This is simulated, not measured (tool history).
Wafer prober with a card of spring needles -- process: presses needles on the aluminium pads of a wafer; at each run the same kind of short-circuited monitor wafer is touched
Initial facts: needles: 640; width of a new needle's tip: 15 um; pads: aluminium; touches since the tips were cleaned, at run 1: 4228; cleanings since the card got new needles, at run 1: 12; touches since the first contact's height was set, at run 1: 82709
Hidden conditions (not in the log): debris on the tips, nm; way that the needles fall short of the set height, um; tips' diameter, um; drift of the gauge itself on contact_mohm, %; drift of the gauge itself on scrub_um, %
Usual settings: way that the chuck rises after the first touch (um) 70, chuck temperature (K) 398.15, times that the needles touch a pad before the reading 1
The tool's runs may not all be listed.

run	hour	way that the chuck rises after the first touch (um)	chuck temperature (K)	times that the needles touch a pad before the reading	touches since the tips were cleaned	cleanings since the card got new needles	touches since the first contact's height was set	resistance of one needle with its contact and lead (mohm)	way that a needle slides on the pad (um)
1	0.0	70	398.15	1	4228	12	82709	218	9.248
# hour 6.8: tips cleaned on abrasive film
2	22.5	70	398.15	1	3734	13	88027	216	9.256
# hour 31.9: tips cleaned on abrasive film
3	41.5	70	398.15	1	2265	14	92495	217	9.268
# hour 51.1: height of the first contact set anew
4	54.8	70	398.15	1	5358	14	882	216	9.251
# hour 57.1: tips cleaned on abrasive film
5	70.6	70	398.15	1	3217	15	4605	215	9.268
# hour 82.2: tips cleaned on abrasive film
6	96.5	70	398.15	1	3398	16	10713	218	9.266
# hour 106.5: tips cleaned on abrasive film
7	117.0	70	398.15	1	2487	17	15548	220	9.286
# hour 129.5: tips cleaned on abrasive film
8	144.7	70	398.15	1	3602	18	22100	220	9.312
# hour 153.0: tips cleaned on abrasive film
9	157.8	70	318.15	1	1146	19	25178	199	9.300
# hour 177.8: tips cleaned on abrasive film
10	187.6	70	318.15	1	2317	20	32218	199	9.316
# hour 201.0: tips cleaned on abrasive film
11	211.1	70	318.15	1	2407	21	37768	200	9.329
# hour 225.7: tips cleaned on abrasive film
12	240.6	70	318.15	1	3535	22	44728	197	9.329
# hour 248.9: tips cleaned on abrasive film
13	267.5	70	318.15	1	4394	23	51073	200	9.330
# hour 272.8: tips cleaned on abrasive film
14	288.4	73	398.15	1	3694	24	56010	220	9.743
# hour 295.8: tips cleaned on abrasive film
15	312.4	73	398.15	1	3935	25	61678	219	9.749
# hour 319.0: tips cleaned on abrasive film
# hour 342.0: tips cleaned on abrasive film
16	342.0	73	398.15	1	0	27	68644	216	9.772
# hour 367.4: tips cleaned on abrasive film
17	370.6	55	301.15	3	761	28	75396	198	7.373
# hour 390.6: tips cleaned on abrasive film
18	401.0	70	303.15	2	2465	29	82587	197	9.394
# hour 414.1: tips cleaned on abrasive film
19	418.2	51	330.15	2	953	30	86629	204	6.845
20	430.7	51	330.15	2	3934	30	89610	209	6.852
# hour 438.4: tips cleaned on abrasive film
# hour 453.5: height of the first contact set anew
21	461.1	51	330.15	2	5324	31	1818	211	6.864
# hour 462.5: tips cleaned on abrasive film
22	477.7	71	398.15	1	3608	32	5722	216	9.567
# hour 486.4: tips cleaned on abrasive film
23	507.1	71	398.15	1	4920	33	12671	218	9.562
# hour 509.8: tips cleaned on abrasive film
24	524.0	70	385.15	2	3367	34	16657	211	9.441
# hour 533.1: tips cleaned on abrasive film
25	541.9	70	385.15	2	2088	35	20863	213	9.449
# hour 556.8: tips cleaned on abrasive film
26	557.3	70	385.15	1	111	36	24488	214	9.452
# hour 580.9: tips cleaned on abrasive film
27	587.3	70	398.15	1	1497	37	31574	218	9.464
# hour 605.3: tips cleaned on abrasive film
28	608.5	70	389.15	3	762	38	36586	216	9.470
29	622.1	70	389.15	2	3986	38	39810	220	9.478
# hour 629.1: tips cleaned on abrasive film
30	640.7	85	311.15	2	2743	39	44183	197	11.519
# hour 652.9: tips cleaned on abrasive film
31	654.0	85	311.15	2	242	40	47314	198	11.542
32	674.5	81	311.15	1	5106	40	52178	194	10.984

Consider 3 possible next runs. They are alternatives, not a sequence: every one starts from the tool as it was left by run 32. What does each give?
# hour 676.6: tips cleaned on abrasive film
A	686.8	70	319.15	1	2414	41	55072	?	?
# hour 676.6: tips cleaned on abrasive film
B	686.8	52	311.15	3	2414	41	55072	?	?
# hour 676.6: tips cleaned on abrasive film
C	686.8	89	311.15	1	2414	41	55072	?	?

run	resistance of one needle with its contact and lead (mohm)	way that a needle slides on the pad (um)
A	200	9.492
B	204	7.073
C	195	12.084
What these runs would have given with no unlogged condition in the tool:
run	resistance of one needle with its contact and lead (mohm)	way that a needle slides on the pad (um)
A	200	9.235
B	204	6.882
C	195	11.756
